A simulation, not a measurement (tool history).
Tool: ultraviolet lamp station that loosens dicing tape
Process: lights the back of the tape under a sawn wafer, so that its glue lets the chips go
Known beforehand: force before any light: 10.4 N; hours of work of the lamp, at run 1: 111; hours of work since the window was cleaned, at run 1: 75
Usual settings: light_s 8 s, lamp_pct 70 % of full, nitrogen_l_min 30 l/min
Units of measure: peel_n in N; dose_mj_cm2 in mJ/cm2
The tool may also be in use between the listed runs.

run,hour,light_s,lamp_pct,nitrogen_l_min,hours of work of the lamp,hours of work since the window was cleaned,peel_n,dose_mj_cm2
1,0.0,8,70,30,111,75,1.603,397
2,9.7,8,70,30,117,81,1.571,397
3,24.3,4,70,30,125,89,4.035,198
4,37.8,8,70,30,133,97,1.580,392
5,47.6,8,70,30,139,103,1.606,393
6,67.1,16,70,30,150,114,0.327,782
7,87.8,8,70,30,162,127,1.675,382
8,100.5,8,70,30,170,134,1.720,382
9,112.1,8,70,30,177,141,1.639,383
10,132.9,8,70,30,189,153,1.665,380
11,144.8,8,70,30,196,160,1.709,379
12,164.0,8,70,30,207,171,1.729,371
13,180.2,8,70,30,217,181,1.806,368
14,196.5,8,70,10,226,190,2.730,367
15,215.8,8,70,10,237,201,2.700,371
16,235.8,8,70,10,249,213,2.821,366
17,246.4,8,77,30,255,219,1.488,400
18,255.2,8,70,30,260,225,1.805,361
19,275.6,8,70,30,272,237,1.797,355
20,291.2,10,70,30,282,246,1.233,455
21,301.9,10,70,30,288,252,1.221,442
22,312.1,10,70,30,294,258,1.257,444
23,322.9,12,63,21,300,264,1.292,474
24,338.5,4,62,55,309,273,4.454,158
25,347.3,8,65,30,314,279,2.147,327
26,364.4,5,77,58,324,289,2.834,241
27,383.8,5,77,37,336,300,3.118,240
28,393.5,10,83,32,342,306,0.881,512
29,404.0,8,83,45,348,312,1.234,409
30,414.5,8,89,16,354,318,1.746,440
31,433.9,8,66,30,365,329,2.166,321
32,448.7,5,66,30,374,338,3.965,200
33,462.1,6,70,11,382,346,4.066,253
34,475.1,6,70,11,389,353,4.153,252
35,487.3,10,62,30,396,361,1.778,370
36,499.4,10,62,30,404,368,1.768,370
37,512.4,12,70,45,411,375,0.787,498
38,530.1,6,84,39,422,386,2.340,292
39,547.6,11,68,30,432,396,1.230,439
40,563.9,7,100,44,441,405,1.285,409
41,575.4,7,100,44,448,412,1.265,405

Branching from run 41: 5 alternative next runs. What would each branch give?
# hour 585.2: window cleaned of glue's vapour
A,587.8,7,72,44,455,2,?,?
# hour 585.2: window cleaned of glue's vapour
B,587.8,9,67,44,455,2,?,?
# hour 585.2: window cleaned of glue's vapour
C,587.8,8,68,30,455,2,?,?
# hour 585.2: window cleaned of glue's vapour
D,587.8,6,70,58,455,2,?,?
# hour 585.2: window cleaned of glue's vapour
E,587.8,7,90,44,455,2,?,?

run,peel_n,dose_mj_cm2
A,1.722,352
B,1.207,421
C,1.704,372
D,2.180,292
E,1.114,430
With the hidden condition removed and each run's random variation left untouched, the same runs would have given:
run,peel_n,dose_mj_cm2
A,1.464,384
B,1.000,460
C,1.451,406
D,1.888,318
E,0.918,469
